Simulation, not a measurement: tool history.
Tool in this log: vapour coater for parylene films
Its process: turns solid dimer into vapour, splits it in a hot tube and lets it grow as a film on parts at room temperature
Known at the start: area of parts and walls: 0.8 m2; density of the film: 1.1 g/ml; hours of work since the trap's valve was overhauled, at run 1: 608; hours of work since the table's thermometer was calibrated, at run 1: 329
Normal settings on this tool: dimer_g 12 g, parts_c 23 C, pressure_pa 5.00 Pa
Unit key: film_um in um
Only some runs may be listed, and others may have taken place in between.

run	hour	dimer_g	parts_c	pressure_pa	hours of work since the trap's valve was overhauled	hours of work since the table's thermometer was calibrated	film_um
1	0.0	12	23	5.00	608	329	9.45
2	9.6	12	23	5.00	615	336	9.52
3	18.9	12	19	5.00	622	343	10.72
4	26.1	12	19	5.00	628	348	10.63
5	41.2	6	23	5.00	639	360	4.81
6	51.2	13	23	5.00	647	367	10.14
7	61.0	13	23	5.00	654	375	10.20
# hour 66.5: trap's valve overhauled
8	71.6	13	23	5.00	4	380	11.12
9	84.6	13	23	5.00	14	390	11.27
10	94.6	13	23	5.00	21	397	11.16
11	107.3	13	23	5.00	31	407	11.29
12	115.7	12	23	5.00	37	413	10.25
13	125.9	12	23	5.00	45	421	10.35
14	136.1	12	23	5.00	53	429	10.13
15	146.6	12	23	5.00	61	437	10.32
16	154.3	8	23	5.00	67	443	6.89
17	169.7	12	24	5.00	79	455	9.90
18	176.6	12	24	5.00	84	460	9.94
19	188.6	12	29	5.00	93	469	8.55
20	204.2	12	29	5.00	105	481	8.62
21	216.4	9	23	5.00	114	490	7.72
22	222.9	12	23	5.00	119	495	10.27
23	231.0	12	23	5.00	125	501	10.14
24	244.4	12	23	5.00	135	511	10.26
25	260.2	12	23	5.00	147	523	10.24
26	275.0	12	23	3.03	159	535	11.09
27	289.9	19	21	6.32	170	546	16.60
28	299.6	12	29	3.09	177	553	9.20
29	312.0	12	29	3.09	187	563	9.22
30	324.6	14	16	3.09	196	572	15.17
31	339.5	14	16	3.09	208	584	15.11
32	346.3	14	16	3.09	213	589	15.08
33	355.8	12	23	9.23	220	596	9.17
34	366.3	12	22	4.55	228	604	10.73
35	379.2	12	16	5.00	238	614	12.55
36	391.0	16	27	9.09	247	623	11.02
37	400.2	16	27	9.09	254	630	10.86
38	415.2	16	27	3.57	265	641	12.50
39	424.4	8	15	7.12	272	648	8.09
40	432.5	6	16	5.00	278	654	6.18
41	446.8	6	16	5.00	289	665	6.14
42	461.3	17	33	5.00	300	676	10.58
43	468.3	17	33	5.00	306	682	10.72
44	483.8	7	23	6.97	317	693	5.68
45	491.3	13	32	4.17	323	699	8.64
46	500.4	13	21	5.55	330	706	11.39
47	513.1	9	16	5.00	340	716	9.30

For some of the steps in film_um from one run to the next: how much would appear even if the tool had no hidden state, given the settings, what came in and random variation, and how much remains for the hidden state plus any gauge scatter that the measured result and the result without hidden state don't share?
The tool's hidden condition here consists of: vapour lost through the trap's worn valve, %; true temperature of the parts over the reading, C; drift of the gauge itself on film_um, %.
Run 4 -> 5: dimer_g 12 -> 6, parts_c 19 -> 23. film_um -5.82 um: hidden state +0.45, all else -6.27.
Run 7 -> 8: trap's valve overhauled. film_um +0.92 um: hidden state +0.97, all else -0.05.
Run 27 -> 28: dimer_g 19 -> 12, parts_c 21 -> 29, pressure_pa 6.32 -> 3.09. film_um -7.40 um: hidden state +0.00, all else -7.40.
Run 29 -> 30: dimer_g 12 -> 14, parts_c 29 -> 16. film_um +5.95 um: hidden state -0.44, all else +6.39.
Run 32 -> 33: dimer_g 14 -> 12, parts_c 16 -> 23, pressure_pa 3.09 -> 9.23. film_um -5.91 um: hidden state +0.46, all else -6.37.
